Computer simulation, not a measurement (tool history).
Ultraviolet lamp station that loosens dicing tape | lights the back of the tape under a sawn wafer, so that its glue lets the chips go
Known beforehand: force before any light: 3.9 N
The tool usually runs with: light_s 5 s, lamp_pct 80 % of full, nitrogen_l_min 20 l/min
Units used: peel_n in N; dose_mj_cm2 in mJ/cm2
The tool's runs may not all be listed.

{"run": 1, "hour": 0.0, "light_s": 5, "lamp_pct": 80, "nitrogen_l_min": 20, "peel_n": 0.236, "dose_mj_cm2": 335}
{"run": 2, "hour": 15.5, "light_s": 5, "lamp_pct": 80, "nitrogen_l_min": 20, "peel_n": 0.224, "dose_mj_cm2": 334}
{"run": 3, "hour": 32.5, "light_s": 5, "lamp_pct": 80, "nitrogen_l_min": 20, "peel_n": 0.201, "dose_mj_cm2": 335}
{"run": 4, "hour": 58.0, "light_s": 5, "lamp_pct": 80, "nitrogen_l_min": 20, "peel_n": 0.22, "dose_mj_cm2": 336}
{"run": 5, "hour": 71.0, "light_s": 5, "lamp_pct": 80, "nitrogen_l_min": 14, "peel_n": 0.269, "dose_mj_cm2": 329}
{"hour": 82.3, "done": "window cleaned of glue's vapour"}
{"run": 6, "hour": 94.7, "light_s": 5, "lamp_pct": 80, "nitrogen_l_min": 14, "peel_n": 0.27, "dose_mj_cm2": 335}
{"run": 7, "hour": 106.3, "light_s": 5, "lamp_pct": 80, "nitrogen_l_min": 14, "peel_n": 0.263, "dose_mj_cm2": 329}
{"run": 8, "hour": 118.8, "light_s": 5, "lamp_pct": 80, "nitrogen_l_min": 14, "peel_n": 0.257, "dose_mj_cm2": 340}
{"run": 9, "hour": 133.2, "light_s": 5, "lamp_pct": 80, "nitrogen_l_min": 14, "peel_n": 0.261, "dose_mj_cm2": 332}
{"run": 10, "hour": 149.4, "light_s": 5, "lamp_pct": 80, "nitrogen_l_min": 14, "peel_n": 0.265, "dose_mj_cm2": 329}
{"run": 11, "hour": 171.5, "light_s": 5, "lamp_pct": 76, "nitrogen_l_min": 20, "peel_n": 0.243, "dose_mj_cm2": 313}
{"run": 12, "hour": 185.6, "light_s": 5, "lamp_pct": 76, "nitrogen_l_min": 20, "peel_n": 0.229, "dose_mj_cm2": 319}
{"run": 13, "hour": 203.6, "light_s": 5, "lamp_pct": 80, "nitrogen_l_min": 20, "peel_n": 0.218, "dose_mj_cm2": 333}
{"run": 14, "hour": 221.9, "light_s": 6, "lamp_pct": 98, "nitrogen_l_min": 20, "peel_n": 0.169, "dose_mj_cm2": 485}
{"run": 15, "hour": 247.0, "light_s": 4, "lamp_pct": 62, "nitrogen_l_min": 20, "peel_n": 0.446, "dose_mj_cm2": 205}
{"run": 16, "hour": 272.0, "light_s": 5, "lamp_pct": 64, "nitrogen_l_min": 9, "peel_n": 0.479, "dose_mj_cm2": 269}
{"run": 17, "hour": 291.3, "light_s": 5, "lamp_pct": 64, "nitrogen_l_min": 9, "peel_n": 0.499, "dose_mj_cm2": 267}
{"run": 18, "hour": 314.0, "light_s": 2, "lamp_pct": 64, "nitrogen_l_min": 9, "peel_n": 1.648, "dose_mj_cm2": 108}
{"run": 19, "hour": 326.6, "light_s": 2, "lamp_pct": 68, "nitrogen_l_min": 9, "peel_n": 1.468, "dose_mj_cm2": 110}
{"run": 20, "hour": 341.8, "light_s": 2, "lamp_pct": 96, "nitrogen_l_min": 31, "peel_n": 0.567, "dose_mj_cm2": 161}
{"run": 21, "hour": 353.7, "light_s": 2, "lamp_pct": 96, "nitrogen_l_min": 31, "peel_n": 0.509, "dose_mj_cm2": 163}
{"run": 22, "hour": 376.2, "light_s": 5, "lamp_pct": 83, "nitrogen_l_min": 9, "peel_n": 0.346, "dose_mj_cm2": 342}
{"run": 23, "hour": 393.4, "light_s": 5, "lamp_pct": 83, "nitrogen_l_min": 9, "peel_n": 0.319, "dose_mj_cm2": 349}
{"run": 24, "hour": 414.6, "light_s": 3, "lamp_pct": 83, "nitrogen_l_min": 9, "peel_n": 0.746, "dose_mj_cm2": 210}
{"run": 25, "hour": 428.7, "light_s": 8, "lamp_pct": 91, "nitrogen_l_min": 13, "peel_n": 0.169, "dose_mj_cm2": 616}

Consider 4 possible next runs. They are alternatives, not a sequence: every one starts from the tool as it was left by run 25. What does each give?
{"run": "A", "hour": 446.8, "light_s": 5, "lamp_pct": 61, "nitrogen_l_min": 18, "peel_n": "?", "dose_mj_cm2": "?"}
{"run": "B", "hour": 446.8, "light_s": 4, "lamp_pct": 96, "nitrogen_l_min": 13, "peel_n": "?", "dose_mj_cm2": "?"}
{"run": "C", "hour": 446.8, "light_s": 2, "lamp_pct": 91, "nitrogen_l_min": 12, "peel_n": "?", "dose_mj_cm2": "?"}
{"run": "D", "hour": 446.8, "light_s": 6, "lamp_pct": 81, "nitrogen_l_min": 12, "peel_n": "?", "dose_mj_cm2": "?"}

run=A peel_n=0.343 dose_mj_cm2=255
run=B peel_n=0.293 dose_mj_cm2=319
run=C peel_n=0.952 dose_mj_cm2=150
run=D peel_n=0.224 dose_mj_cm2=406
With the hidden condition removed and each run's random variation left untouched, the same runs would have given:
run=A peel_n=0.341 dose_mj_cm2=256
run=B peel_n=0.292 dose_mj_cm2=319
run=C peel_n=0.948 dose_mj_cm2=150
run=D peel_n=0.224 dose_mj_cm2=407
